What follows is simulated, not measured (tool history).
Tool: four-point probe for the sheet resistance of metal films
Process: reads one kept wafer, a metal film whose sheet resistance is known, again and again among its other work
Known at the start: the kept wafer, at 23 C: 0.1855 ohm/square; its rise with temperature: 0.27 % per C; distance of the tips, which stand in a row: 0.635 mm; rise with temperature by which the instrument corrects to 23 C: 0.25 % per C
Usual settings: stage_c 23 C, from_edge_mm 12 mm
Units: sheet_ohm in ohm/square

| run | hour | stage_c | from_edge_mm | sheet_ohm |
|---|---|---|---|---|
| 1 | 0 | 23 | 12 | 0.187592 |
| 2 | 31.5 | 23 | 12 | 0.187478 |
| 3 | 56.3 | 29 | 12 | 0.187742 |
| 4 | 70.9 | 29 | 12 | 0.187925 |
| 5 | 91.1 | 29 | 12 | 0.18784 |
| 6 | 109.3 | 29 | 12 | 0.187918 |
| 7 | 136.4 | 29 | 12 | 0.187897 |
| 8 | 160.6 | 29 | 12 | 0.187882 |
| 9 | 174.9 | 29 | 12 | 0.187924 |
| 10 | 204.3 | 29 | 12 | 0.187946 |
| 11 | 225.6 | 28 | 19 | 0.187748 |
| 12 | 250.1 | 25 | 33 | 0.18758 |
| 13 | 283.5 | 18 | 34 | 0.187401 |
| 14 | 315.6 | 18 | 34 | 0.187431 |

Forecast each of these 4 alternatives for the next run:
| A | 342.3 | 21 | 29 | ? |
| B | 342.3 | 19 | 12 | ? |
| C | 342.3 | 33 | 34 | ? |
| D | 342.3 | 27 | 10 | ? |

| run | sheet_ohm |
|---|---|
| A | 0.187521 |
| B | 0.187817 |
| C | 0.187963 |
| D | 0.188056 |
Without the tool's hidden state the same runs would have given:
| run | sheet_ohm |
|---|---|
| A | 0.185431 |
| B | 0.185725 |
| C | 0.18587 |
| D | 0.185962 |
